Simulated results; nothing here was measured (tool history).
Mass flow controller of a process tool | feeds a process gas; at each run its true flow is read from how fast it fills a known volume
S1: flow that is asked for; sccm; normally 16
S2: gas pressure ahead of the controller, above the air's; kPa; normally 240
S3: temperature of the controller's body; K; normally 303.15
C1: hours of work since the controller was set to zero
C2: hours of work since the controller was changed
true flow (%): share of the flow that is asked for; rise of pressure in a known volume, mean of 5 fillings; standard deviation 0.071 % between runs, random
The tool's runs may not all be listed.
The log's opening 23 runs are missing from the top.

run 24 hour=2951.1 | S1=5 S2=240 S3=303.15 | C1=6327 C2=6327 | true_flow_(%)=101.06
run 25 hour=3068 | S1=5 S2=240 S3=303.15 | C1=6398 C2=6398 | true_flow_(%)=101.15
run 26 hour=3240.7 | S1=17 S2=213 S3=302.15 | C1=6504 C2=6504 | true_flow_(%)=99.06
run 27 hour=3331.3 | S1=17 S2=213 S3=302.15 | C1=6560 C2=6560 | true_flow_(%)=99.02
run 28 hour=3424.1 | S1=17 S2=213 S3=302.15 | C1=6617 C2=6617 | true_flow_(%)=98.95
run 29 hour=3526.2 | S1=2 S2=236 S3=303.15 | C1=6679 C2=6679 | true_flow_(%)=107.16
run 30 hour=3670.9 | S1=7 S2=236 S3=303.15 | C1=6768 C2=6768 | true_flow_(%)=100.25
-- hour=3684.1 controller's zero set anew
run 31 hour=3853.8 | S1=7 S2=236 S3=303.15 | C1=104 C2=6880 | true_flow_(%)=101.14
run 32 hour=4012 | S1=7 S2=236 S3=303.15 | C1=201 C2=6977 | true_flow_(%)=101
run 33 hour=4192.1 | S1=11 S2=191 S3=298.15 | C1=312 C2=7087 | true_flow_(%)=100.22
run 34 hour=4289 | S1=4 S2=265 S3=302.15 | C1=371 C2=7147 | true_flow_(%)=103.93
-- hour=4371.8 controller's zero set anew, once more
run 35 hour=4473.2 | S1=4 S2=265 S3=302.15 | C1=62 C2=7260 | true_flow_(%)=97.46
run 36 hour=4608.5 | S1=3 S2=265 S3=302.15 | C1=145 C2=7343 | true_flow_(%)=97.46
run 37 hour=4712.6 | S1=7 S2=141 S3=302.15 | C1=209 C2=7406 | true_flow_(%)=97.74
run 38 hour=4804.2 | S1=3 S2=240 S3=299.15 | C1=265 C2=7463 | true_flow_(%)=97.84
run 39 hour=4947.1 | S1=3 S2=240 S3=299.15 | C1=353 C2=7550 | true_flow_(%)=97.82
run 40 hour=5066.2 | S1=2 S2=240 S3=300.15 | C1=426 C2=7623 | true_flow_(%)=98.18

Predict the results of run 41:
run 41 hour=5248.8 | S1=2 S2=240 S3=300.15 | C1=538 C2=7735 | true_flow_(%)=?

Run 41 measured true flow (%) 98.32.
With no hidden state in the tool, this same run would have given true flow (%) 99.27.

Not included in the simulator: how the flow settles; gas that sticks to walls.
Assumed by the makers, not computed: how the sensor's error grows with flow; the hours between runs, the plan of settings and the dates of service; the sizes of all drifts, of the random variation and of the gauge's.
